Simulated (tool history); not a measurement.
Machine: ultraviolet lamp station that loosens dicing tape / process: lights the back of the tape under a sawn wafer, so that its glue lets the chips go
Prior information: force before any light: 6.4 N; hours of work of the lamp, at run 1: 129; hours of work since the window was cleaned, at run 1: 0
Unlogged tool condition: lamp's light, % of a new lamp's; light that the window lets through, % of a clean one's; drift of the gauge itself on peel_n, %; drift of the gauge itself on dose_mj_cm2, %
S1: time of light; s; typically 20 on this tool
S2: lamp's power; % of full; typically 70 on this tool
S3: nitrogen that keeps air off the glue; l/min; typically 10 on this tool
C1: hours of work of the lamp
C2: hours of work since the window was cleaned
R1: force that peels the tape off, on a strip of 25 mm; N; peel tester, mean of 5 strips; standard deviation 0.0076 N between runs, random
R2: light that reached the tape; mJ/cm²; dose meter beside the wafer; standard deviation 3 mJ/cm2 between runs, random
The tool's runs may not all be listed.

run     day  S1  S2  S3   C1   C2     R1   R2
  1       0  20  70  10  129    0  0.305  440
  2   3.496  20  70  10  179   49  0.353  418
  3   6.821  20  98  10  225   96  0.164  582
  4   9.388  20  98  10  262  132  0.181  561
  5  12.438  14  70  10  305  175  0.929  269
  6  15.038  26  88  10  341  212  0.147  610
  7  16.683  19  94   7  365  235  0.342  463
  8    19.8  18  70  15  409  279  0.526  317
  9  21.362  11  96  11  431  301  0.906  264
     22.521  -- window cleaned of glue's vapour
 10  23.617  11  96  11  462   15  0.668  299

Pick out some run-to-run changes in R1. Of each, how much would a tool without hidden state show as well, from the settings, what came in and chance, and how much is left for the hidden state and any gauge scatter not in both results compared?
Run 5 -> 6: S1 14 -> 26, S2 70 -> 88. R1 -0.782 N: hidden state -0.219, all else -0.563.
Run 9 -> 10: window cleaned of glue's vapour. R1 -0.238 N: hidden state -0.229, all else -0.009.

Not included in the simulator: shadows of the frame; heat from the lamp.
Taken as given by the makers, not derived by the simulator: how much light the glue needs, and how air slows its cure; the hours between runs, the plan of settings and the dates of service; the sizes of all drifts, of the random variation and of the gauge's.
